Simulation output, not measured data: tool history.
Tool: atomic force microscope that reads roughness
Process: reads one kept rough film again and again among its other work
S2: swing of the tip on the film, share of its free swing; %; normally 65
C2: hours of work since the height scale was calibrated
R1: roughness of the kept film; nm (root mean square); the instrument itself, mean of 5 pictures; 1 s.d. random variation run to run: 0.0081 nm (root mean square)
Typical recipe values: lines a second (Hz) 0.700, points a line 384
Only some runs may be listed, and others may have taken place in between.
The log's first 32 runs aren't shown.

{"run": 33, "hour": 231.5, "lines a second (Hz)": 3.442, "S2": 65, "points a line": 701, "pictures with this tip": 69, "C2": 19, "R1": 1.426}
{"hour": 232.8, "done": "new tip fitted"}
{"run": 34, "hour": 236.9, "lines a second (Hz)": 2.897, "S2": 83, "points a line": 431, "pictures with this tip": 4, "C2": 23, "R1": 1.337}
{"run": 35, "hour": 243.7, "lines a second (Hz)": 0.707, "S2": 65, "points a line": 951, "pictures with this tip": 13, "C2": 28, "R1": 1.747}
{"run": 36, "hour": 252.2, "lines a second (Hz)": 0.902, "S2": 65, "points a line": 384, "pictures with this tip": 23, "C2": 35, "R1": 1.693}
{"run": 37, "hour": 259.4, "lines a second (Hz)": 1.206, "S2": 65, "points a line": 384, "pictures with this tip": 32, "C2": 41, "R1": 1.636}
{"run": 38, "hour": 269.3, "lines a second (Hz)": 1.206, "S2": 65, "points a line": 384, "pictures with this tip": 43, "C2": 48, "R1": 1.613}
{"run": 39, "hour": 276.9, "lines a second (Hz)": 0.766, "S2": 58, "points a line": 837, "pictures with this tip": 53, "C2": 54, "R1": 1.646}
{"run": 40, "hour": 282.7, "lines a second (Hz)": 1.029, "S2": 84, "points a line": 384, "pictures with this tip": 60, "C2": 58, "R1": 1.471}
{"run": 41, "hour": 287.1, "lines a second (Hz)": 0.7, "S2": 65, "points a line": 474, "pictures with this tip": 65, "C2": 62, "R1": 1.604}
{"hour": 292.6, "done": "new tip fitted"}
{"run": 42, "hour": 294.9, "lines a second (Hz)": 1.287, "S2": 74, "points a line": 454, "pictures with this tip": 3, "C2": 67, "R1": 1.65}
{"run": 43, "hour": 300.0, "lines a second (Hz)": 1.582, "S2": 55, "points a line": 373, "pictures with this tip": 9, "C2": 71, "R1": 1.749}
{"run": 44, "hour": 309.5, "lines a second (Hz)": 1.582, "S2": 55, "points a line": 373, "pictures with this tip": 20, "C2": 79, "R1": 1.703}
{"run": 45, "hour": 314.9, "lines a second (Hz)": 1.087, "S2": 55, "points a line": 373, "pictures with this tip": 27, "C2": 83, "R1": 1.703}
{"run": 46, "hour": 319.9, "lines a second (Hz)": 1.087, "S2": 55, "points a line": 373, "pictures with this tip": 33, "C2": 87, "R1": 1.687}
{"run": 47, "hour": 329.9, "lines a second (Hz)": 1.087, "S2": 57, "points a line": 990, "pictures with this tip": 45, "C2": 94, "R1": 1.659}
{"run": 48, "hour": 335.7, "lines a second (Hz)": 3.104, "S2": 64, "points a line": 990, "pictures with this tip": 52, "C2": 99, "R1": 1.483}
{"run": 49, "hour": 344.7, "lines a second (Hz)": 3.104, "S2": 64, "points a line": 990, "pictures with this tip": 63, "C2": 106, "R1": 1.478}
{"hour": 351.8, "done": "new tip fitted"}
{"run": 50, "hour": 352.3, "lines a second (Hz)": 0.987, "S2": 55, "points a line": 990, "pictures with this tip": 0, "C2": 111, "R1": 1.804}
{"run": 51, "hour": 360.9, "lines a second (Hz)": 1.135, "S2": 68, "points a line": 434, "pictures with this tip": 10, "C2": 118, "R1": 1.692}
{"run": 52, "hour": 365.6, "lines a second (Hz)": 2.537, "S2": 64, "points a line": 913, "pictures with this tip": 16, "C2": 121, "R1": 1.613}

Alternative continuations, all from the tool just after run 52; predict every row:
{"run": "A", "hour": 373.1, "lines a second (Hz)": 0.7, "S2": 67, "points a line": 445, "pictures with this tip": 25, "C2": 127, "R1": "?"}
{"run": "B", "hour": 373.1, "lines a second (Hz)": 1.515, "S2": 88, "points a line": 417, "pictures with this tip": 25, "C2": 127, "R1": "?"}
{"run": "C", "hour": 373.1, "lines a second (Hz)": 2.537, "S2": 64, "points a line": 418, "pictures with this tip": 25, "C2": 127, "R1": "?"}
{"run": "D", "hour": 373.1, "lines a second (Hz)": 1.822, "S2": 64, "points a line": 457, "pictures with this tip": 25, "C2": 127, "R1": "?"}
{"run": "E", "hour": 373.1, "lines a second (Hz)": 0.7, "S2": 78, "points a line": 404, "pictures with this tip": 25, "C2": 127, "R1": "?"}

run=A R1=1.713
run=B R1=1.436
run=C R1=1.587
run=D R1=1.647
run=E R1=1.654
With the hidden condition removed and each run's random variation left untouched, the same runs would have given:
run=A R1=1.778
run=B R1=1.491
run=C R1=1.646
run=D R1=1.709
run=E R1=1.717
